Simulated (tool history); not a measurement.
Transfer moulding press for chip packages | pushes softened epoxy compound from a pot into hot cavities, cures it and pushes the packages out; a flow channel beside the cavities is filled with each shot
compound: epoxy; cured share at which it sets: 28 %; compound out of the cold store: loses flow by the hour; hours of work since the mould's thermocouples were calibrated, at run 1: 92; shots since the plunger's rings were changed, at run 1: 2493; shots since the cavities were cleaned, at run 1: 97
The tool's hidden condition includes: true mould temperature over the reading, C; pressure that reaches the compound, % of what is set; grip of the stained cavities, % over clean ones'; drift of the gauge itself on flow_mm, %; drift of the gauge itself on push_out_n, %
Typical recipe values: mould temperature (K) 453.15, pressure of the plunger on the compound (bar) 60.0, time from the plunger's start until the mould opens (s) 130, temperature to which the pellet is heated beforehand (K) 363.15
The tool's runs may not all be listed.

run,hour,mould temperature (K),pressure of the plunger on the compound (bar),time from the plunger's start until the mould opens (s),temperature to which the pellet is heated beforehand (K),hours of work since the mould's thermocouples were calibrated,shots since the plunger's rings were changed,shots since the cavities were cleaned,incoming compound's hours out of the cold store,length that the compound runs in the flow channel (mm),greatest force on the pins that push the packages out (N)
1,0.0,453.15,60.0,130,363.15,92,2493,97,42.3,469,500
2,6.4,453.15,60.0,133,363.15,96,2550,154,35.4,479,509
3,14.7,453.15,60.0,133,363.15,102,2624,228,42.1,471,534
4,27.0,453.15,60.0,133,363.15,110,2733,337,20.7,512,609
5,33.4,453.15,60.0,130,363.15,114,2789,393,36.1,479,641
6,44.0,453.15,60.0,130,363.15,121,2884,488,16.4,519,703
7,57.3,453.15,60.0,130,363.15,129,3001,605,12.1,524,735
8,70.7,453.15,60.0,130,363.15,138,3120,724,36.6,474,719
9,83.1,453.15,60.0,130,363.15,146,3229,833,35.0,480,730
10,92.5,453.15,60.0,130,363.15,152,3313,917,15.1,516,778
# hour 94.8: cavities cleaned with cleaning compound and waxed
11,100.4,453.15,51.8,130,363.15,156,3369,49,25.1,463,906
12,112.7,453.15,58.8,130,363.15,164,3479,159,26.0,489,905
13,118.5,453.15,60.0,130,372.15,168,3530,210,19.4,510,928
# hour 126.4: cavities cleaned with cleaning compound and waxed, once more
14,131.2,453.15,60.0,130,372.15,175,3629,42,16.0,516,481
15,137.5,458.15,60.0,116,372.15,179,3685,98,44.6,453,454
16,144.7,453.15,47.4,130,363.15,184,3749,162,11.6,466,558
# hour 152.4: plunger's sealing rings changed
17,159.2,452.15,59.5,136,363.15,192,60,268,38.7,489,595
18,169.7,452.15,59.5,136,363.15,199,153,361,35.7,494,610
19,180.3,452.15,73.1,150,363.15,205,247,455,27.7,564,601
20,186.5,453.15,60.0,123,367.15,209,302,510,31.8,501,743
21,197.1,453.15,58.4,139,363.15,216,396,604,31.8,498,644
22,208.0,453.15,58.4,139,363.15,223,492,700,13.9,530,682
23,215.9,453.15,58.4,139,363.15,228,562,770,44.1,471,654
24,228.9,458.15,70.8,151,363.15,237,677,885,19.9,559,567
25,236.0,458.15,70.8,151,363.15,242,740,948,15.1,570,560
26,242.9,458.15,46.9,144,363.15,246,801,1009,38.2,422,580
27,250.7,458.15,73.6,144,370.15,251,870,1078,38.6,527,611
# hour 259.9: cavities cleaned with cleaning compound and waxed
28,262.8,459.15,47.4,164,362.15,258,964,26,12.8,465,345

3 ways to go on from here, each from the tool as it stands after run 28. What would each give?
A,275.4,453.15,60.0,128,370.15,266,1076,138,18.6,?,?
B,275.4,450.15,47.4,153,362.15,266,1076,138,12.8,?,?
C,275.4,453.15,60.0,142,363.15,266,1076,138,23.3,?,?

run,length that the compound runs in the flow channel (mm),greatest force on the pins that push the packages out (N)
A,525,560
B,482,494
C,514,476
With no hidden state in the tool, these same runs would have given:
run,length that the compound runs in the flow channel (mm),greatest force on the pins that push the packages out (N)
A,529,453
B,485,402
C,518,391
